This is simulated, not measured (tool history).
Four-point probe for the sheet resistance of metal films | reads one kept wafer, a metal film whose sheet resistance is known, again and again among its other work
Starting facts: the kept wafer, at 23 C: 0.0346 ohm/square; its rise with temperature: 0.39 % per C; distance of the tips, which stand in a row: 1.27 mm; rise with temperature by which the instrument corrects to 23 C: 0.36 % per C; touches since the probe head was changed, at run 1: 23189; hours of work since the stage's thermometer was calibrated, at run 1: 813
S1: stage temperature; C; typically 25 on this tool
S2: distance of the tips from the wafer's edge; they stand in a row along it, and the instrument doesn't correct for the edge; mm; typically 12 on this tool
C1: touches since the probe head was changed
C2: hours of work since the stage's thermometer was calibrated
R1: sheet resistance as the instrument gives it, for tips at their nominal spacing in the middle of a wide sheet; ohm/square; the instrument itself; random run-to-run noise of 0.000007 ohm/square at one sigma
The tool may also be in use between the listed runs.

{"run": 1, "day": 0.0, "S1": 25, "S2": 12, "C1": 23189, "C2": 813, "R1": 0.034604}
{"run": 2, "day": 0.758, "S1": 25, "S2": 12, "C1": 23561, "C2": 821, "R1": 0.034601}
{"run": 3, "day": 1.617, "S1": 25, "S2": 12, "C1": 23981, "C2": 829, "R1": 0.034604}
{"run": 4, "day": 2.438, "S1": 25, "S2": 12, "C1": 24383, "C2": 838, "R1": 0.034599}
{"run": 5, "day": 3.596, "S1": 25, "S2": 12, "C1": 24948, "C2": 850, "R1": 0.034599}
{"run": 6, "day": 4.846, "S1": 19, "S2": 12, "C1": 25560, "C2": 862, "R1": 0.034545}
{"run": 7, "day": 6.004, "S1": 19, "S2": 12, "C1": 26127, "C2": 874, "R1": 0.034538}
{"run": 8, "day": 6.925, "S1": 35, "S2": 12, "C1": 26578, "C2": 884, "R1": 0.034696}
{"run": 9, "day": 8.325, "S1": 35, "S2": 12, "C1": 27263, "C2": 898, "R1": 0.034692}
{"run": 10, "day": 9.65, "S1": 35, "S2": 12, "C1": 27912, "C2": 912, "R1": 0.034695}
{"run": 11, "day": 10.796, "S1": 35, "S2": 12, "C1": 28473, "C2": 923, "R1": 0.034688}
{"run": 12, "day": 12.042, "S1": 25, "S2": 56, "C1": 29081, "C2": 936, "R1": 0.034399}
{"run": 13, "day": 13.129, "S1": 25, "S2": 5, "C1": 29614, "C2": 947, "R1": 0.035533}
{"run": 14, "day": 14.258, "S1": 25, "S2": 5, "C1": 30167, "C2": 959, "R1": 0.035533}
{"run": 15, "day": 15.3, "S1": 25, "S2": 5, "C1": 30677, "C2": 969, "R1": 0.035524}
{"run": 16, "day": 16.608, "S1": 25, "S2": 8, "C1": 31317, "C2": 983, "R1": 0.034852}
{"run": 17, "day": 17.196, "S1": 25, "S2": 8, "C1": 31604, "C2": 989, "R1": 0.034847}
{"run": 18, "day": 17.896, "S1": 25, "S2": 25, "C1": 31947, "C2": 996, "R1": 0.034424}
{"run": 19, "day": 18.908, "S1": 25, "S2": 5, "C1": 32441, "C2": 1006, "R1": 0.035531}
{"run": 20, "day": 19.867, "S1": 25, "S2": 12, "C1": 32911, "C2": 1016, "R1": 0.034585}
{"run": 21, "day": 20.538, "S1": 25, "S2": 12, "C1": 33239, "C2": 1023, "R1": 0.034578}
{"run": 22, "day": 21.275, "S1": 25, "S2": 8, "C1": 33600, "C2": 1031, "R1": 0.034835}
{"run": 23, "day": 22.342, "S1": 25, "S2": 8, "C1": 34122, "C2": 1041, "R1": 0.034847}
{"run": 24, "day": 23.375, "S1": 19, "S2": 6, "C1": 34627, "C2": 1052, "R1": 0.035112}
{"run": 25, "day": 24.092, "S1": 33, "S2": 54, "C1": 34978, "C2": 1059, "R1": 0.034456}
{"run": 26, "day": 25.375, "S1": 33, "S2": 54, "C1": 35607, "C2": 1073, "R1": 0.034453}
{"run": 27, "day": 26.746, "S1": 27, "S2": 39, "C1": 36278, "C2": 1087, "R1": 0.034406}
{"run": 28, "day": 28.158, "S1": 27, "S2": 39, "C1": 36968, "C2": 1101, "R1": 0.034402}
{"day": 28.271, "done": "stage's thermometer calibrated"}
{"run": 29, "day": 28.85, "S1": 27, "S2": 39, "C1": 37297, "C2": 6, "R1": 0.034393}
{"run": 30, "day": 30.062, "S1": 33, "S2": 73, "C1": 37891, "C2": 18, "R1": 0.034438}
{"run": 31, "day": 31.292, "S1": 27, "S2": 10, "C1": 38491, "C2": 31, "R1": 0.034658}
{"run": 32, "day": 32.517, "S1": 27, "S2": 10, "C1": 39092, "C2": 43, "R1": 0.034665}
{"run": 33, "day": 33.092, "S1": 21, "S2": 5, "C1": 39372, "C2": 49, "R1": 0.035441}
{"run": 34, "day": 34.288, "S1": 21, "S2": 11, "C1": 39957, "C2": 62, "R1": 0.034559}
{"run": 35, "day": 34.879, "S1": 28, "S2": 11, "C1": 40247, "C2": 68, "R1": 0.034623}
{"run": 36, "day": 35.604, "S1": 18, "S2": 21, "C1": 40601, "C2": 75, "R1": 0.03434}
{"day": 35.85, "done": "stage's thermometer calibrated, once more"}
{"run": 37, "day": 36.608, "S1": 18, "S2": 19, "C1": 41084, "C2": 8, "R1": 0.034403}
{"run": 38, "day": 37.629, "S1": 18, "S2": 19, "C1": 41582, "C2": 18, "R1": 0.034409}
{"run": 39, "day": 38.317, "S1": 18, "S2": 19, "C1": 41919, "C2": 25, "R1": 0.034411}
{"run": 40, "day": 39.696, "S1": 25, "S2": 12, "C1": 42593, "C2": 39, "R1": 0.034598}
{"run": 41, "day": 40.7, "S1": 19, "S2": 11, "C1": 43085, "C2": 50, "R1": 0.034576}
{"run": 42, "day": 41.612, "S1": 25, "S2": 62, "C1": 43531, "C2": 59, "R1": 0.034404}
{"run": 43, "day": 42.912, "S1": 18, "S2": 47, "C1": 44168, "C2": 72, "R1": 0.034349}
{"run": 44, "day": 43.496, "S1": 25, "S2": 46, "C1": 44453, "C2": 78, "R1": 0.034405}
{"run": 45, "day": 44.683, "S1": 25, "S2": 39, "C1": 45033, "C2": 90, "R1": 0.034411}

What if the next run were any one of these 3? Each begins from the tool's condition after run 45:
{"run": "A", "day": 45.275, "S1": 25, "S2": 64, "C1": 45323, "C2": 96, "R1": "?"}
{"run": "B", "day": 45.275, "S1": 24, "S2": 19, "C1": 45323, "C2": 96, "R1": "?"}
{"run": "C", "day": 45.275, "S1": 25, "S2": 21, "C1": 45323, "C2": 96, "R1": "?"}

run=A R1=0.034402
run=B R1=0.034465
run=C R1=0.034451
Without the tool's hidden state the same runs would have given:
run=A R1=0.034633
run=B R1=0.034697
run=C R1=0.034682
